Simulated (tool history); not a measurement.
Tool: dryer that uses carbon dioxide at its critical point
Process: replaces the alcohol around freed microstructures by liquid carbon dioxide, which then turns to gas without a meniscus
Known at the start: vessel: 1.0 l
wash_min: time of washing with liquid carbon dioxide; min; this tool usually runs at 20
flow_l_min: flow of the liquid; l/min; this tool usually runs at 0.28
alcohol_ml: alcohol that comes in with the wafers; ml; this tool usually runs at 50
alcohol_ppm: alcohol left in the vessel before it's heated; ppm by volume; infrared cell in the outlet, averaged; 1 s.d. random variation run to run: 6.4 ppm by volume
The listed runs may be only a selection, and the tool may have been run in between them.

run,hour,wash_min,flow_l_min,alcohol_ml,alcohol_ppm
1,0,20,0.28,50,426
2,6,20,0.28,50,434
3,15.9,20,0.28,45,416
4,24.5,20,0.28,45,401
5,30.3,20,0.373,45,90
6,40.3,20,0.373,45,97
7,50.8,20,0.373,45,94
8,57.3,20,0.373,45,93
9,62.3,20,0.28,94,881
10,67.5,20,0.28,94,863
11,78,20,0.28,68,655
12,88.5,19,0.228,102,2834
13,94.5,19,0.228,102,2904
14,105.6,19,0.228,102,2888
15,116.4,20,0.232,37,873
16,122.2,20,0.243,50,939
17,127,20,0.28,41,428
18,137.3,20,0.28,41,437
19,145.7,15,0.32,54,1072

Forecast each of these 3 alternatives for the next run:
A,155.3,20,0.28,55,?
B,155.3,15,0.386,34,?
C,155.3,18,0.277,39,?

run,alcohol_ppm
A,597
B,311
C,716
What these runs would have given with no unlogged condition in the tool:
run,alcohol_ppm
A,292
B,143
C,374
